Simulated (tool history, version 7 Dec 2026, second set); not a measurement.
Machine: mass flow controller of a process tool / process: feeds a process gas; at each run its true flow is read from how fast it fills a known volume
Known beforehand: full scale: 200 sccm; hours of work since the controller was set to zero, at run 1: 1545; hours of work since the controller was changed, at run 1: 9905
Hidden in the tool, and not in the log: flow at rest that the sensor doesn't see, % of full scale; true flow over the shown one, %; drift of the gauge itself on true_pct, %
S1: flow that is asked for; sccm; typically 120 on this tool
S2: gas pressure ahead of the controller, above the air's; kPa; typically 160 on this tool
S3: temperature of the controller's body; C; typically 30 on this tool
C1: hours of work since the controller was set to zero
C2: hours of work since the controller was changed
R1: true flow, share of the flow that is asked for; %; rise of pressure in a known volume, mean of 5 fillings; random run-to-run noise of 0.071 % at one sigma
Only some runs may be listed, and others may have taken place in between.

run      day   S1   S2  S3    C1     C2      R1
  1    0.000  120  160  30  1545   9905   99.82
  2   18.442  120  160  30  1812  10173   99.71
  3   33.425  120  160  30  2029  10390   99.94
  4   42.842  120  160  30  2166  10526   99.90
  5   50.917  120  160  30  2283  10643   99.94
  6   65.062  120  160  30  2488  10848   99.76
  7   78.525  120  160  30  2683  11043   99.90
  8   93.608  120  175  30  2901  11262   99.73
  9  109.879  142  160  30  3137  11497   99.88
 10  118.788  120  160  39  3266  11626  100.84
 11  130.846  120  160  39  3441  11801  100.75
 12  147.404  120  160  30  3681  12041   99.92
 13  158.367   71  160  30  3839  12200  100.28
 14  173.033   71  160  30  4052  12412  100.39
 15  182.179  120  261  25  4184  12545   98.83
 16  196.200  172  173  32  4388  12748  100.08
 17  209.538  172  173  32  4581  12941  100.25
 18  220.921  172  173  32  4746  13106  100.29
 19  235.312   51  178  30  4954  13315  101.07
 20  244.158   51  178  30  5082  13443  101.09
 21  252.404   27  226  37  5202  13562  103.88
 22  267.408   27  226  37  5419  13780  103.88
 23  282.829  120  160  32  5643  14003  100.34
 24  295.688   21  160  30  5829  14189  105.65
 25  308.812   21  160  30  6019  14380  105.88
 26  317.054   21  160  30  6139  14499  105.95
 27  334.512   21  160  30  6391  14752  106.30
 28  347.992   21  160  30  6587  14947  106.36

Each row is a separate what-if for the run after 28, all from the same tool condition, not one after another. Results?
  A  363.612   37  160  30  6813  15174   ?
  B  363.612  124  215  30  6813  15174   ?
  C  363.612   78  160  30  6813  15174   ?
  D  363.612   21  148  30  6813  15174   ?
  E  363.612   21  154  38  6813  15174   ?

run      R1
  A  103.11
  B   99.94
  C  100.76
  D  107.03
  E  107.50
Had the tool no hidden state, the same runs would have come out as:
run      R1
  A   99.61
  B   99.86
  C   99.82
  D   99.81
  E  100.29

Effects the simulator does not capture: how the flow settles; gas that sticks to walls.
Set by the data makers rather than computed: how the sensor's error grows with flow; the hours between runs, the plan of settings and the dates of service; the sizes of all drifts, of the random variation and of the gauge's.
